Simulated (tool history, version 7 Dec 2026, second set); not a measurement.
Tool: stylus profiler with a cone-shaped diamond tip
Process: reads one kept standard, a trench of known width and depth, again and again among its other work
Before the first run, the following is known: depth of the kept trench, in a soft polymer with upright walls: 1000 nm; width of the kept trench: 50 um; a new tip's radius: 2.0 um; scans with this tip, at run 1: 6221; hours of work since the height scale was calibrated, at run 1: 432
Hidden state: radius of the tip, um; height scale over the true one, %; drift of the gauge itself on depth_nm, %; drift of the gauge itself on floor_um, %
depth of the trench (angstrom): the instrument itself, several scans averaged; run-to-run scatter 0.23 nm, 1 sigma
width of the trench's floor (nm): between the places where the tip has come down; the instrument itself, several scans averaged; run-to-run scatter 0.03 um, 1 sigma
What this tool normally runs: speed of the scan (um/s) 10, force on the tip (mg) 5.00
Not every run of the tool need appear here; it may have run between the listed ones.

run	day	speed of the scan (um/s)	force on the tip (mg)	scans with this tip	hours of work since the height scale was calibrated	depth of the trench (angstrom)	width of the trench's floor (nm)
1	0.000	10	5.00	6221	432	10180.2	45790
2	3.042	10	5.00	6644	461	10175.7	45710
3	5.433	10	5.00	6978	484	10173.0	45690
4	6.967	10	5.00	7191	499	10176.0	45630
5	9.879	7	5.00	7597	527	10172.0	45620
# day 10.254: height scale calibrated on a step standard
6	13.496	7	5.00	8098	31	10163.5	45570
7	16.521	10	5.00	8520	61	10165.0	45470
# day 16.933: height scale calibrated on a step standard, once more
8	18.121	10	5.00	8740	11	10198.5	45470
9	21.792	10	5.00	9251	47	10196.2	45440
10	23.554	10	5.00	9497	64	10194.6	45380
11	25.646	29	10.86	9788	84	10334.0	45350
12	28.325	28	11.37	10162	110	10340.8	45300
13	31.012	28	11.37	10536	136	10337.9	45190

4 options for the next run, each taken on its own from the tool as it stands now. Forecast them:
A	33.288	20	2.77	10853	158	?	?
B	33.288	32	1.71	10853	158	?	?
C	33.288	5	5.00	10853	158	?	?
D	33.288	5	4.49	10853	158	?	?

run	depth of the trench (angstrom)	width of the trench's floor (nm)
A	10131.2	45240
B	10090.2	45190
C	10194.6	45160
D	10180.4	45200
What these runs would have given with no unlogged condition in the tool:
run	depth of the trench (angstrom)	width of the trench's floor (nm)
A	10136.0	46530
B	10095.1	46490
C	10199.5	46460
D	10185.3	46490
